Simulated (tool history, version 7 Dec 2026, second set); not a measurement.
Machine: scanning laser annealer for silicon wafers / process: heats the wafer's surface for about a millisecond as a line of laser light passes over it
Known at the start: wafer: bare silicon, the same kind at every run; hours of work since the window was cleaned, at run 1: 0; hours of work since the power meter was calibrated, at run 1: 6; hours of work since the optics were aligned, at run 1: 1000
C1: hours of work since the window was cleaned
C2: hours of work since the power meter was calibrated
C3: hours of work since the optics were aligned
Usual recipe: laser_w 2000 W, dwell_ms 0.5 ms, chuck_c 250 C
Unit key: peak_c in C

run 1 day=0 | laser_w=2000 dwell_ms=0.5 chuck_c=250 | C1=0 C2=6 C3=1000 | peak_c=942
run 2 day=0.796 | laser_w=2000 dwell_ms=0.5 chuck_c=250 | C1=8 C2=15 C3=1008 | peak_c=946
run 3 day=2.179 | laser_w=2000 dwell_ms=0.5 chuck_c=250 | C1=23 C2=29 C3=1023 | peak_c=941
run 4 day=2.833 | laser_w=2000 dwell_ms=0.5 chuck_c=250 | C1=30 C2=36 C3=1029 | peak_c=942
run 5 day=4.104 | laser_w=2000 dwell_ms=0.5 chuck_c=250 | C1=43 C2=49 C3=1043 | peak_c=940
run 6 day=5.421 | laser_w=2000 dwell_ms=0.5 chuck_c=250 | C1=57 C2=63 C3=1056 | peak_c=939
run 7 day=6.117 | laser_w=1877 dwell_ms=0.5 chuck_c=250 | C1=64 C2=70 C3=1064 | peak_c=889
run 8 day=7.396 | laser_w=1910 dwell_ms=0.377 chuck_c=250 | C1=77 C2=83 C3=1077 | peak_c=800
-- day=7.583 laser's power meter calibrated
run 9 day=8.208 | laser_w=1910 dwell_ms=0.377 chuck_c=250 | C1=84 C2=6 C3=1084 | peak_c=803
run 10 day=8.854 | laser_w=1910 dwell_ms=0.454 chuck_c=248 | C1=91 C2=13 C3=1091 | peak_c=862
run 11 day=9.562 | laser_w=1939 dwell_ms=0.451 chuck_c=288 | C1=99 C2=21 C3=1098 | peak_c=912
run 12 day=10.808 | laser_w=1939 dwell_ms=0.451 chuck_c=288 | C1=112 C2=34 C3=1111 | peak_c=909

Forecast each of these 4 alternatives for the next run:
run A day=11.562 | laser_w=1869 dwell_ms=0.602 chuck_c=221 | C1=119 C2=42 C3=1119 | peak_c=?
run B day=11.562 | laser_w=1920 dwell_ms=0.5 chuck_c=250 | C1=119 C2=42 C3=1119 | peak_c=?
run C day=11.562 | laser_w=1738 dwell_ms=0.593 chuck_c=230 | C1=119 C2=42 C3=1119 | peak_c=?
run D day=11.562 | laser_w=1948 dwell_ms=0.376 chuck_c=251 | C1=119 C2=42 C3=1119 | peak_c=?

run=A peak_c=925
run=B peak_c=903
run=C peak_c=870
run=D peak_c=818
With the hidden condition removed and each run's random variation left untouched, the same runs would have given:
run=A peak_c=941
run=B peak_c=917
run=C peak_c=884
run=D peak_c=830
